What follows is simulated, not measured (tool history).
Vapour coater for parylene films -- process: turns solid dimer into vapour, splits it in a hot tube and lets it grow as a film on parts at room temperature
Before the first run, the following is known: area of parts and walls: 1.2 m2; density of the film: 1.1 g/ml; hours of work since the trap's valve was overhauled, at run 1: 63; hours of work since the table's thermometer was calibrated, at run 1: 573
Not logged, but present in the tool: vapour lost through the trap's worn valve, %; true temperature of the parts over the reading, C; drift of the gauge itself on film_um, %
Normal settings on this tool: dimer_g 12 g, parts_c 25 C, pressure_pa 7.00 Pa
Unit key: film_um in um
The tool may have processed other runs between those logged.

run	hour	dimer_g	parts_c	pressure_pa	hours of work since the trap's valve was overhauled	hours of work since the table's thermometer was calibrated	film_um
1	0.0	12	25	7.00	63	573	6.43
2	23.7	12	31	7.00	81	591	5.24
3	37.5	12	25	7.00	91	602	6.30
4	51.0	12	25	7.00	101	612	6.22
5	71.0	12	32	7.00	116	627	4.92
6	96.7	12	32	7.00	136	647	4.87
7	108.5	12	32	7.00	145	656	4.80
8	132.1	12	32	7.00	163	673	4.80
9	157.8	12	32	7.00	182	693	4.67
10	178.3	12	32	7.00	198	708	4.68
11	194.2	12	32	7.00	210	721	4.66
# hour 210.8: trap's valve overhauled
12	218.9	12	28	7.00	6	736	6.00
13	242.3	12	28	7.00	24	754	5.95
14	264.1	17	25	7.00	40	770	9.17
15	290.0	17	25	7.00	60	790	9.23
16	311.8	17	25	7.00	77	807	9.00
17	323.7	12	36	7.00	86	816	4.40
18	344.1	12	36	7.00	101	831	4.35
19	357.2	12	36	7.00	111	841	4.38
20	374.5	12	25	2.63	124	854	7.00
21	388.5	12	25	2.63	135	865	6.82
22	401.0	12	25	7.00	144	874	6.14
23	412.8	12	25	7.00	153	883	6.16
24	438.6	12	25	4.56	173	903	6.45
25	461.5	12	25	4.56	190	920	6.31
26	487.0	12	25	4.56	209	939	6.23
# hour 504.9: trap's valve overhauled
27	507.2	9	27	4.56	2	952	4.90
28	530.2	12	24	3.55	19	969	7.32
29	547.4	10	35	3.55	32	982	4.17
30	571.5	21	29	4.62	50	1000	10.32
31	594.8	21	29	4.62	68	1018	10.28
32	619.6	21	29	4.62	87	1037	10.23
33	635.1	12	31	2.68	99	1049	5.79

Run 34 has not been measured yet. What should we expect?
34	657.6	12	31	2.13	116	1066	?

{"run 34": {"film_um": 5.87}}
If the tool had no hidden condition, the same run with the same run-to-run variation would have returned film_um 6.15 um.
